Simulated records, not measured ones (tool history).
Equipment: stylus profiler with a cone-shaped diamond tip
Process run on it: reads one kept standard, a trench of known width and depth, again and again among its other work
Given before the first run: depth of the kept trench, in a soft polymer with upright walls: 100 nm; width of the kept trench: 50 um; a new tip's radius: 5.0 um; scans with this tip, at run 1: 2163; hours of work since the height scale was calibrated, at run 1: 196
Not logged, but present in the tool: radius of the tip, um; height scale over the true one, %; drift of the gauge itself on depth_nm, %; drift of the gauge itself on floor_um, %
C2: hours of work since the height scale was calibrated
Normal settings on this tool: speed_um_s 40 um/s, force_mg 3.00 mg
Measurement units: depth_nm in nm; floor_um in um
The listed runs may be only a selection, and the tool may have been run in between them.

{"run": 1, "hour": 0.0, "speed_um_s": 40, "force_mg": 3.0, "scans with this tip": 2163, "C2": 196, "depth_nm": 101.34, "floor_um": 47.68}
{"run": 2, "hour": 17.3, "speed_um_s": 40, "force_mg": 3.0, "scans with this tip": 2261, "C2": 205, "depth_nm": 101.34, "floor_um": 47.68}
{"run": 3, "hour": 25.8, "speed_um_s": 40, "force_mg": 3.0, "scans with this tip": 2310, "C2": 210, "depth_nm": 101.36, "floor_um": 47.66}
{"run": 4, "hour": 44.2, "speed_um_s": 40, "force_mg": 3.0, "scans with this tip": 2415, "C2": 219, "depth_nm": 101.31, "floor_um": 47.65}
{"run": 5, "hour": 61.6, "speed_um_s": 40, "force_mg": 3.0, "scans with this tip": 2514, "C2": 228, "depth_nm": 101.33, "floor_um": 47.65}
{"run": 6, "hour": 77.3, "speed_um_s": 40, "force_mg": 3.0, "scans with this tip": 2603, "C2": 236, "depth_nm": 101.33, "floor_um": 47.63}
{"run": 7, "hour": 91.0, "speed_um_s": 40, "force_mg": 3.0, "scans with this tip": 2681, "C2": 244, "depth_nm": 101.32, "floor_um": 47.58}
{"run": 8, "hour": 109.1, "speed_um_s": 40, "force_mg": 3.0, "scans with this tip": 2785, "C2": 253, "depth_nm": 101.34, "floor_um": 47.61}
{"run": 9, "hour": 124.9, "speed_um_s": 40, "force_mg": 2.05, "scans with this tip": 2875, "C2": 261, "depth_nm": 100.99, "floor_um": 47.61}
{"run": 10, "hour": 137.5, "speed_um_s": 40, "force_mg": 2.05, "scans with this tip": 2947, "C2": 268, "depth_nm": 100.97, "floor_um": 47.53}
{"run": 11, "hour": 154.1, "speed_um_s": 138, "force_mg": 2.05, "scans with this tip": 3041, "C2": 276, "depth_nm": 100.96, "floor_um": 47.24}
{"run": 12, "hour": 162.0, "speed_um_s": 49, "force_mg": 2.05, "scans with this tip": 3087, "C2": 280, "depth_nm": 100.98, "floor_um": 47.49}
{"run": 13, "hour": 179.8, "speed_um_s": 49, "force_mg": 2.05, "scans with this tip": 3188, "C2": 290, "depth_nm": 100.99, "floor_um": 47.51}
{"run": 14, "hour": 194.6, "speed_um_s": 49, "force_mg": 2.05, "scans with this tip": 3272, "C2": 297, "depth_nm": 100.99, "floor_um": 47.51}
{"run": 15, "hour": 209.2, "speed_um_s": 49, "force_mg": 2.05, "scans with this tip": 3355, "C2": 305, "depth_nm": 100.95, "floor_um": 47.5}
{"run": 16, "hour": 217.6, "speed_um_s": 15, "force_mg": 2.05, "scans with this tip": 3404, "C2": 309, "depth_nm": 100.96, "floor_um": 47.65}
{"run": 17, "hour": 235.0, "speed_um_s": 40, "force_mg": 2.71, "scans with this tip": 3502, "C2": 318, "depth_nm": 101.19, "floor_um": 47.49}
{"run": 18, "hour": 247.7, "speed_um_s": 40, "force_mg": 2.71, "scans with this tip": 3575, "C2": 325, "depth_nm": 101.18, "floor_um": 47.54}
{"run": 19, "hour": 260.7, "speed_um_s": 11, "force_mg": 2.71, "scans with this tip": 3649, "C2": 331, "depth_nm": 101.23, "floor_um": 47.62}
{"run": 20, "hour": 272.0, "speed_um_s": 11, "force_mg": 2.71, "scans with this tip": 3714, "C2": 337, "depth_nm": 101.2, "floor_um": 47.59}
{"run": 21, "hour": 279.9, "speed_um_s": 40, "force_mg": 1.03, "scans with this tip": 3759, "C2": 341, "depth_nm": 100.55, "floor_um": 47.42}
{"run": 22, "hour": 287.5, "speed_um_s": 42, "force_mg": 2.91, "scans with this tip": 3802, "C2": 345, "depth_nm": 101.3, "floor_um": 47.48}
{"run": 23, "hour": 297.8, "speed_um_s": 42, "force_mg": 2.91, "scans with this tip": 3861, "C2": 351, "depth_nm": 101.25, "floor_um": 47.51}
{"run": 24, "hour": 312.8, "speed_um_s": 42, "force_mg": 2.91, "scans with this tip": 3946, "C2": 358, "depth_nm": 101.26, "floor_um": 47.45}
{"run": 25, "hour": 325.1, "speed_um_s": 110, "force_mg": 2.14, "scans with this tip": 4016, "C2": 365, "depth_nm": 100.97, "floor_um": 47.21}
{"run": 26, "hour": 334.2, "speed_um_s": 40, "force_mg": 5.18, "scans with this tip": 4068, "C2": 369, "depth_nm": 101.93, "floor_um": 47.53}
{"run": 27, "hour": 351.6, "speed_um_s": 11, "force_mg": 3.0, "scans with this tip": 4167, "C2": 378, "depth_nm": 101.29, "floor_um": 47.56}
{"run": 28, "hour": 361.9, "speed_um_s": 11, "force_mg": 3.0, "scans with this tip": 4226, "C2": 384, "depth_nm": 101.28, "floor_um": 47.54}
{"run": 29, "hour": 374.5, "speed_um_s": 18, "force_mg": 1.1, "scans with this tip": 4298, "C2": 390, "depth_nm": 100.57, "floor_um": 47.47}
{"run": 30, "hour": 388.7, "speed_um_s": 22, "force_mg": 2.58, "scans with this tip": 4379, "C2": 398, "depth_nm": 101.12, "floor_um": 47.52}
{"run": 31, "hour": 400.1, "speed_um_s": 59, "force_mg": 3.81, "scans with this tip": 4444, "C2": 404, "depth_nm": 101.53, "floor_um": 47.37}
{"run": 32, "hour": 413.0, "speed_um_s": 59, "force_mg": 3.81, "scans with this tip": 4518, "C2": 410, "depth_nm": 101.53, "floor_um": 47.4}
{"run": 33, "hour": 431.0, "speed_um_s": 59, "force_mg": 1.13, "scans with this tip": 4620, "C2": 420, "depth_nm": 100.55, "floor_um": 47.25}
{"run": 34, "hour": 442.0, "speed_um_s": 14, "force_mg": 7.09, "scans with this tip": 4683, "C2": 425, "depth_nm": 102.42, "floor_um": 47.48}
{"run": 35, "hour": 457.2, "speed_um_s": 20, "force_mg": 5.44, "scans with this tip": 4769, "C2": 433, "depth_nm": 101.98, "floor_um": 47.49}
{"run": 36, "hour": 468.6, "speed_um_s": 20, "force_mg": 5.44, "scans with this tip": 4834, "C2": 439, "depth_nm": 101.97, "floor_um": 47.46}
{"run": 37, "hour": 476.4, "speed_um_s": 20, "force_mg": 5.44, "scans with this tip": 4879, "C2": 443, "depth_nm": 101.96, "floor_um": 47.47}
{"run": 38, "hour": 490.3, "speed_um_s": 17, "force_mg": 1.48, "scans with this tip": 4959, "C2": 450, "depth_nm": 100.68, "floor_um": 47.39}
{"run": 39, "hour": 504.9, "speed_um_s": 68, "force_mg": 5.16, "scans with this tip": 5042, "C2": 458, "depth_nm": 101.89, "floor_um": 47.37}
{"run": 40, "hour": 518.1, "speed_um_s": 68, "force_mg": 5.16, "scans with this tip": 5117, "C2": 465, "depth_nm": 101.88, "floor_um": 47.33}

Forecast each of these 5 alternatives for the next run:
{"run": "A", "hour": 527.6, "speed_um_s": 112, "force_mg": 3.0, "scans with this tip": 5171, "C2": 470, "depth_nm": "?", "floor_um": "?"}
{"run": "B", "hour": 527.6, "speed_um_s": 14, "force_mg": 7.38, "scans with this tip": 5171, "C2": 470, "depth_nm": "?", "floor_um": "?"}
{"run": "C", "hour": 527.6, "speed_um_s": 71, "force_mg": 3.01, "scans with this tip": 5171, "C2": 470, "depth_nm": "?", "floor_um": "?"}
{"run": "D", "hour": 527.6, "speed_um_s": 27, "force_mg": 6.74, "scans with this tip": 5171, "C2": 470, "depth_nm": "?", "floor_um": "?"}
{"run": "E", "hour": 527.6, "speed_um_s": 13, "force_mg": 1.45, "scans with this tip": 5171, "C2": 470, "depth_nm": "?", "floor_um": "?"}

run=A depth_nm=101.26 floor_um=47.19
run=B depth_nm=102.46 floor_um=47.44
run=C depth_nm=101.24 floor_um=47.28
run=D depth_nm=102.30 floor_um=47.46
run=E depth_nm=100.70 floor_um=47.44
Take away the tool's hidden state, keep each run's random variation, and the runs would have read:
run=A depth_nm=101.49 floor_um=47.72
run=B depth_nm=102.69 floor_um=47.97
run=C depth_nm=101.47 floor_um=47.81
run=D depth_nm=102.53 floor_um=47.99
run=E depth_nm=100.92 floor_um=47.97

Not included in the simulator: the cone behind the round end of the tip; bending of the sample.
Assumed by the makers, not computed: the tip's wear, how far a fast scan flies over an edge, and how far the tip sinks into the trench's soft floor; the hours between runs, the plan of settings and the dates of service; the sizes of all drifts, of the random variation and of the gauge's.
